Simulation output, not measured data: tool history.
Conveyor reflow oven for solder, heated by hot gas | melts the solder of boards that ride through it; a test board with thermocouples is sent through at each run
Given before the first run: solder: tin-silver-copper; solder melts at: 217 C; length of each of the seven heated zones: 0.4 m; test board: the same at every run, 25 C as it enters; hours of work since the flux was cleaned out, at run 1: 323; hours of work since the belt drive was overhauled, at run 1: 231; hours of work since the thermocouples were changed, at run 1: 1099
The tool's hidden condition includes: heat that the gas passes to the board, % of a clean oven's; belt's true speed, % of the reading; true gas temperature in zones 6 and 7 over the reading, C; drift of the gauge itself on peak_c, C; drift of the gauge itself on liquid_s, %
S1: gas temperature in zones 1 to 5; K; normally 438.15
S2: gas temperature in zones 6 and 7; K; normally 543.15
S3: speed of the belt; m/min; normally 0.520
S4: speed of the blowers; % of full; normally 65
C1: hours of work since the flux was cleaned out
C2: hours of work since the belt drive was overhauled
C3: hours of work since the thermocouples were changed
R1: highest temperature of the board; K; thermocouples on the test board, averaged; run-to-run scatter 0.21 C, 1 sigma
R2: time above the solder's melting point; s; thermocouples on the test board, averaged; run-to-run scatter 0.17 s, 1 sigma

run    hour      S1      S2     S3  S4   C1    C2    C3      R1    R2
  1     0.0  438.15  543.15  0.520  65  323   231  1099  525.55  66.7
       88.5  -- flux residue cleaned out of gas plates and filters
  2    94.4  438.15  543.15  0.520  65    3   283  1150  526.45  67.8
  3   177.1  438.15  543.15  0.520  65   51   330  1198  526.45  67.8
      185.2  -- thermocouples of zones 6 and 7 changed
  4   276.8  438.15  543.15  0.520  65  107   386    53  528.55  69.7
  5   322.4  438.15  543.15  0.520  65  133   413    79  528.95  69.7
  6   404.1  438.15  543.15  0.520  65  180   460   126  528.55  69.7
  7   469.9  435.15  543.15  0.520  65  218   497   164  528.15  68.0
  8   553.4  435.15  543.15  0.520  65  266   545   211  527.15  67.7
  9   633.1  438.15  543.15  0.520  65  312   591   257  527.75  69.3
 10   716.2  438.15  555.15  0.520  65  360   639   305  538.35  77.1
      734.5  -- flux residue cleaned out of gas plates and filters
 11   763.0  438.15  540.15  0.520  65   16   663   329  525.75  68.4
 12   823.9  438.15  540.15  0.520  65   51   698   364  526.15  68.4
 13   886.9  438.15  540.15  0.520  65   88   734   400  525.55  68.2
 14   951.0  438.15  544.15  0.520  65  124   771   437  529.45  70.9
 15  1018.7  438.15  543.15  0.520  62  163   810   476  527.35  69.7
 16  1077.3  438.15  543.15  0.520  82  197   843   510  531.05  73.2
 17  1172.9  438.15  543.15  0.520  82  252   898   565  530.65  73.0
 18  1247.1  438.15  552.15  0.613  80  295   941   607  533.15  62.1
 19  1341.1  434.15  543.15  0.520  59  349   995   661  525.15  66.1
     1381.8  -- flux residue cleaned out of gas plates and filters
 20  1400.4  434.15  543.15  0.520  59   11  1026   692  526.65  67.8
 21  1488.8  438.15  543.15  0.423  89   61  1077   743  536.05  97.8
 22  1586.7  438.15  543.15  0.423  89  118  1133   799  535.75  97.6
 23  1662.9  451.15  543.15  0.520  65  162  1177   843  529.45  77.3
 24  1707.1  451.15  543.15  0.520  65  187  1202   869  529.25  77.6
 25  1762.6  438.15  557.15  0.551  65  219  1234   901  538.15  73.6
 26  1802.3  438.15  557.15  0.551  65  242  1257   923  538.15  73.6
 27  1882.1  438.15  557.15  0.551  65  287  1303   969  537.85  73.1
 28  1974.4  426.15  537.15  0.589  66  340  1356  1022  515.45  46.0
     2028.7  -- flux residue cleaned out of gas plates and filters
 29  2057.8  426.15  552.15  0.589  66   17  1401  1067  530.15  59.5

What if the next run were any one of these 5? Each begins from the tool's condition after run 29:
  A  2107.3  438.15  550.15  0.588  70  45  1429  1096   ?   ?
  B  2107.3  426.15  543.15  0.468  77  45  1429  1096   ?   ?
  C  2107.3  441.15  537.15  0.606  65  45  1429  1096   ?   ?
  D  2107.3  442.15  548.15  0.589  66  45  1429  1096   ?   ?
  E  2107.3  426.15  551.15  0.589  63  45  1429  1096   ?   ?

run      R1    R2
  A  531.35  64.7
  B  530.75  79.7
  C  517.85  52.7
  D  529.25  64.1
  E  528.35  58.2
With no hidden state in the tool, these same runs would have given:
run      R1    R2
  A  532.45  63.0
  B  532.25  77.8
  C  518.95  51.6
  D  530.45  62.4
  E  529.25  56.7

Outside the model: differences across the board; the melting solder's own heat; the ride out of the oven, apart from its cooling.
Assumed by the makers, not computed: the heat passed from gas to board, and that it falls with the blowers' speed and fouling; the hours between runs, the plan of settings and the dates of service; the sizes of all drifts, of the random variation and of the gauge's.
